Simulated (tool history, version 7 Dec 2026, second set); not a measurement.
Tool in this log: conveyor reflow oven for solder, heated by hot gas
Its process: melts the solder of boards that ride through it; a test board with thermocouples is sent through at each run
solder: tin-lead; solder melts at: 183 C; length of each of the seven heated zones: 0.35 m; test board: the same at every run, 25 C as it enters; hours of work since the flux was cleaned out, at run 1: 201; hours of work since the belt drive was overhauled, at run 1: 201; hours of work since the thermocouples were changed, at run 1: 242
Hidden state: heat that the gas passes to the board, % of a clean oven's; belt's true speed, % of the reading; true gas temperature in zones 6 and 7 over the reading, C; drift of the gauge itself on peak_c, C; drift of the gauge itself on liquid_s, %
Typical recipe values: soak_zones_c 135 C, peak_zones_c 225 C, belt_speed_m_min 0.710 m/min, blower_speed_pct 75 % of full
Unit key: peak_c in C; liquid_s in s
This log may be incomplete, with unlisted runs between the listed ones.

run   hour  soak_zones_c  peak_zones_c  belt_speed_m_min  blower_speed_pct  hours of work since the flux was cleaned out  hours of work since the belt drive was overhauled  hours of work since the thermocouples were changed  peak_c  liquid_s
  1    0.0           135           225             0.710                75                                           201                                                201                                                 242  207.54      36.8
  2   14.3           135           225             0.710                75                                           208                                                208                                                 248  207.56      36.5
  3   32.6           135           225             0.710                75                                           216                                                216                                                 257  207.51      36.5
  4   44.3           135           225             0.710                75                                           222                                                222                                                 262  207.61      36.6
  5   60.8           135           225             0.710                75                                           229                                                229                                                 270  207.53      36.8
  6   71.7           135           225             0.710                75                                           234                                                234                                                 275  207.56      36.6
  7   83.8           135           225             0.710                75                                           240                                                240                                                 281  207.64      36.3
  8  105.2           135           226             0.710                75                                           250                                                250                                                 291  208.45      36.9
  9  119.4           135           226             0.710                75                                           256                                                256                                                 297  208.19      37.2
 10  134.5           135           226             0.710                75                                           263                                                263                                                 304  208.35      37.0
 11  145.1           135           225             0.710                75                                           268                                                268                                                 309  207.52      36.3
 12  162.7           135           225             0.589                75                                           277                                                277                                                 317  212.93      50.6
 13  178.2           135           225             0.589                75                                           284                                                284                                                 325  213.02      50.6
 14  189.1           135           225             0.589                75                                           289                                                289                                                 330  213.00      50.6
 15  198.8           135           225             0.589                75                                           293                                                293                                                 334  212.90      50.6
 16  219.0           135           216             0.622                78                                           303                                                303                                                 344  204.13      40.0
 17  228.8           135           216             0.622                78                                           307                                                307                                                 348  203.99      39.9
 18  245.4           126           222             0.730                71                                           315                                                315                                                 356  201.25      27.4
 19  261.2           129           222             0.730                78                                           322                                                322                                                 363  203.16      30.3
 20  279.9           129           222             0.730                78                                           331                                                331                                                 372  203.15      30.0
 21  289.9           122           232             0.848                66                                           336                                                336                                                 377  200.53      21.2
     296.0  -- flux residue cleaned out of gas plates and filters
 22  307.8           122           232             0.848                66                                             6                                                342                                                 383  200.05      20.5
 23  324.8           122           219             0.848                66                                            13                                                350                                                 390  190.12      10.4
 24  339.4           126           217             0.813                58                                            20                                                357                                                 397  189.39      10.2
 25  349.3           126           217             0.801                64                                            25                                                361                                                 402  191.60      13.6
 26  369.6           126           217             0.801                64                                            34                                                371                                                 411  191.53      13.6
 27  379.3           126           217             0.801                64                                            39                                                375                                                 416  191.46      13.8
 28  393.5           126           217             0.801                64                                            45                                                382                                                 422  191.49      13.7
     400.1  -- flux residue cleaned out of gas plates and filters, once more
 29  413.7           135           225             0.725                86                                             6                                                389                                                 430  210.38      38.9
 30  428.3           135           225             0.725                86                                            13                                                396                                                 436  210.43      38.6

Each row is a separate what-if for the run after 30, all from the same tool condition, not one after another. Results?
  A  440.0           135           229             0.725                77                                            19                                                401                                                 442       ?         ?
  B  440.0           131           230             0.639                86                                            19                                                401                                                 442       ?         ?
  C  440.0           135           234             0.758                71                                            19                                                401                                                 442       ?         ?
  D  440.0           135           239             0.725                86                                            19                                                401                                                 442       ?         ?

run  peak_c  liquid_s
  A  212.14      39.5
  B  217.72      48.8
  C  213.61      38.1
  D  222.46      46.1
Stripped of hidden state, with their random variation kept, the same runs would have yielded:
run  peak_c  liquid_s
  A  210.94      38.2
  B  216.51      47.5
  C  212.39      36.8
  D  221.23      44.9
